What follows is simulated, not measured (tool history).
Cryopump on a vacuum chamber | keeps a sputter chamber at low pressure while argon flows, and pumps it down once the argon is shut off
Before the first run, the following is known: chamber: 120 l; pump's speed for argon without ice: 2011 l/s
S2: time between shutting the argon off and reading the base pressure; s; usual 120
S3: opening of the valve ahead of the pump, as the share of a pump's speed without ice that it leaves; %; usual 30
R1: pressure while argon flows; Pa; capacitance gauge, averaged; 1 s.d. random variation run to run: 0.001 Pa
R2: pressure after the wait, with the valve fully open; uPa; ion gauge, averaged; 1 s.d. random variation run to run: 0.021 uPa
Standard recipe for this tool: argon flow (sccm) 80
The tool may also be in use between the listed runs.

run 1 hour=0 | argon_flow_(sccm)=80 S2=120 S3=30 | R1=0.2441 R2=0.65
run 2 hour=39.4 | argon_flow_(sccm)=80 S2=120 S3=30 | R1=0.2446 R2=0.68
run 3 hour=67.3 | argon_flow_(sccm)=80 S2=120 S3=30 | R1=0.2449 R2=0.73
run 4 hour=113.8 | argon_flow_(sccm)=80 S2=120 S3=30 | R1=0.2461 R2=0.77
run 5 hour=138.3 | argon_flow_(sccm)=80 S2=120 S3=30 | R1=0.2496 R2=0.82
run 6 hour=187.2 | argon_flow_(sccm)=80 S2=120 S3=30 | R1=0.2487 R2=0.8
run 7 hour=232.9 | argon_flow_(sccm)=69 S2=120 S3=30 | R1=0.216 R2=0.84
run 8 hour=284.1 | argon_flow_(sccm)=69 S2=120 S3=30 | R1=0.2175 R2=0.9
run 9 hour=322.4 | argon_flow_(sccm)=80 S2=120 S3=30 | R1=0.2564 R2=0.87
run 10 hour=359.5 | argon_flow_(sccm)=80 S2=120 S3=30 | R1=0.2547 R2=0.95
-- hour=384.9 pump warmed up, emptied and cooled again
run 11 hour=416.8 | argon_flow_(sccm)=80 S2=120 S3=30 | R1=0.2271 R2=0.73
run 12 hour=443.8 | argon_flow_(sccm)=80 S2=120 S3=32 | R1=0.2113 R2=0.8
run 13 hour=476 | argon_flow_(sccm)=80 S2=120 S3=32 | R1=0.2145 R2=0.78
run 14 hour=524.9 | argon_flow_(sccm)=83 S2=59 S3=19 | R1=0.3717 R2=1.11
run 15 hour=573.8 | argon_flow_(sccm)=93 S2=144 S3=49 | R1=0.1645 R2=0.82

For run 16, what comes out?
run 16 hour=627.8 | argon_flow_(sccm)=93 S2=144 S3=49 | R1=? R2=?

R1: 0.1662 Pa
R2: 0.79 uPa
With the hidden condition absent and the run-to-run variation left alone, this run would have shown R1 0.1593 Pa, R2 0.37 uPa.
